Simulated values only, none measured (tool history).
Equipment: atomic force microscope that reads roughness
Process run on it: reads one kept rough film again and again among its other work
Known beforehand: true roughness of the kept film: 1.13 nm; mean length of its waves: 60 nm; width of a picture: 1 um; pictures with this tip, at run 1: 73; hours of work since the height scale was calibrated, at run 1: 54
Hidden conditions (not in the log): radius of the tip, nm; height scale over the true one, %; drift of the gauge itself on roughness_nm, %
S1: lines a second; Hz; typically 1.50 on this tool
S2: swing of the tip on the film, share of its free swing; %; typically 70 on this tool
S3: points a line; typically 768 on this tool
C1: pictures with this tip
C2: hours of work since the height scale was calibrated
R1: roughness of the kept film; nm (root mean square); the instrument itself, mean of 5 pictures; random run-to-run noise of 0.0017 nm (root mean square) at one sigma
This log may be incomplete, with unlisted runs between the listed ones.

run   hour    S1  S2    S3   C1   C2     R1
  1    0.0  1.50  70   768   73   54  1.029
  2    8.7  1.50  69   768   81   59  1.032
  3   22.7  1.50  69   430   93   65  1.024
  4   31.2  1.50  69   430  100   70  1.030
  5   39.6  1.50  69   430  107   74  1.027
  6   47.2  1.50  70   768  114   77  1.027
  7   59.6  1.50  70   768  124   84  1.024
  8   67.5  1.50  70   960  131   87  1.023
  9   81.1  2.88  70   768  143   94  0.957
      83.6  -- new tip fitted
 10   92.6  2.88  70   768    8   99  0.967
 11  105.3  2.88  70   768   19  106  0.968
 12  114.4  2.88  70   768   27  110  0.963
 13  126.6  1.50  70   768   37  116  1.034
 14  139.6  1.50  70   768   48  122  1.030
 15  146.4  1.88  70   768   54  126  1.010
 16  153.1  1.50  70   768   60  129  1.027
 17  163.1  1.50  70   768   68  134  1.030
 18  175.9  1.50  56   768   79  140  1.078
 19  186.4  1.50  56   768   88  145  1.074
 20  195.2  1.50  56   768   96  150  1.070
 21  208.7  1.50  56   768  107  156  1.073
 22  223.4  1.50  70   768  120  164  1.023
 23  237.4  1.50  70   768  132  170  1.024
 24  245.5  1.50  70   768  139  174  1.020
     251.9  -- new tip fitted
 25  254.0  1.50  70   768    1  178  1.036
 26  259.9  1.50  70   449    7  181  1.035
 27  271.9  1.50  70  1009   17  187  1.034
 28  282.4  0.98  56   768   26  192  1.097
 29  291.9  1.50  77   840   34  197  0.996
 30  298.0  1.50  77   840   39  200  0.994
 31  309.9  1.30  64   768   49  206  1.065
 32  321.7  1.30  64   768   59  211  1.067
 33  333.5  1.30  64   768   69  217  1.064
 34  343.2  1.30  64   768   78  222  1.060
     345.3  -- height scale calibrated on a step standard
 35  354.0  2.27  68   842   86    4  0.999
 36  368.9  3.34  70   847   99   12  0.937
 37  376.6  1.19  58   847  105   15  1.081
 38  391.0  0.71  58   698  118   22  1.093
 39  398.5  3.09  67   836  124   26  0.970
 40  409.2  3.09  76   914  133   31  0.896
 41  415.9  3.09  76   914  139   35  0.895
     422.2  -- new tip fitted
     424.1  -- height scale calibrated on a step standard, once more
 42  424.5  3.09  76   914    1    0  0.902
 43  433.9  0.86  76   742    9    5  1.048
 44  440.0  2.15  58   768   14    8  1.060
 45  450.1  2.15  58   768   23   13  1.057
 46  456.7  1.77  80   434   29   16  0.956
 47  463.3  1.10  79   565   34   19  1.011
 48  471.8  2.21  71   565   42   23  0.983
 49  481.7  1.43  63   509   50   28  1.055
 50  496.4  0.82  70   495   63   35  1.065
 51  502.7  1.50  90   768   68   38  0.903
 52  513.4  0.52  70   639   77   44  1.079

Here are 4 independent what-if runs from the current tool condition. What would each one return?
  A  524.3  1.50  56  768  86  49   ?
  B  524.3  1.50  83  280  86  49   ?
  C  524.3  2.22  70  418  86  49   ?
  D  524.3  1.30  70  768  86  49   ?

run     R1
  A  1.078
  B  0.952
  C  0.986
  D  1.037
With no hidden state in the tool, these same runs would have given:
run     R1
  A  1.086
  B  0.959
  C  0.993
  D  1.045
